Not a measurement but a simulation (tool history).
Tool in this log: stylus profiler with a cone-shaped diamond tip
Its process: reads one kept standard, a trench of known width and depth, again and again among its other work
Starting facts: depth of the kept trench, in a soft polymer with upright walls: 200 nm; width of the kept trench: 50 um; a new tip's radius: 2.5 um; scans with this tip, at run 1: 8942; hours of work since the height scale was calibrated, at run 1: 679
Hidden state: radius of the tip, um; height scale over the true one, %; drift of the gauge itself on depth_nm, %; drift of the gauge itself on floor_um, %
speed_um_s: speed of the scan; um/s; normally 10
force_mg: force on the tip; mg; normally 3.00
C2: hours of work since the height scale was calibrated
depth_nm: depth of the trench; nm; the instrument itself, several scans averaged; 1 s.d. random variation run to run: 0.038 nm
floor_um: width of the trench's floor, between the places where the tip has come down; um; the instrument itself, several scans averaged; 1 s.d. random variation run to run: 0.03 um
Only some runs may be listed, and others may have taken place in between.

run 1 hour=0.0 | speed_um_s=10 force_mg=3.00 | scans_with_this_tip=8942 C2=679 | depth_nm=202.41 floor_um=47.94
run 2 hour=104.1 | speed_um_s=4 force_mg=3.00 | scans_with_this_tip=9959 C2=757 | depth_nm=202.34 floor_um=47.99
run 3 hour=202.8 | speed_um_s=10 force_mg=3.00 | scans_with_this_tip=10923 C2=830 | depth_nm=202.35 floor_um=48.02
-- hour=222.5 new tip fitted, height scale calibrated
run 4 hour=315.1 | speed_um_s=10 force_mg=3.00 | scans_with_this_tip=905 C2=69 | depth_nm=202.35 floor_um=48.03
run 5 hour=411.3 | speed_um_s=25 force_mg=3.00 | scans_with_this_tip=1844 C2=140 | depth_nm=202.36 floor_um=47.97
run 6 hour=491.2 | speed_um_s=25 force_mg=3.00 | scans_with_this_tip=2625 C2=199 | depth_nm=202.37 floor_um=47.96
run 7 hour=550.4 | speed_um_s=25 force_mg=3.00 | scans_with_this_tip=3203 C2=243 | depth_nm=202.33 floor_um=47.95
run 8 hour=635.5 | speed_um_s=25 force_mg=3.00 | scans_with_this_tip=4035 C2=307 | depth_nm=202.28 floor_um=47.99
run 9 hour=696.1 | speed_um_s=10 force_mg=5.99 | scans_with_this_tip=4627 C2=352 | depth_nm=203.73 floor_um=48.03
run 10 hour=799.2 | speed_um_s=8 force_mg=4.12 | scans_with_this_tip=5634 C2=428 | depth_nm=202.95 floor_um=48.01

For run 11, what comes out?
run 11 hour=895.4 | speed_um_s=8 force_mg=4.12 | scans_with_this_tip=6574 C2=499 | depth_nm=? floor_um=?

depth_nm: 202.81 nm
floor_um: 48.00 um
On a tool with no hidden condition, and with the same random variation, this run would have come out at depth_nm 202.82 nm, floor_um 48.02 um.
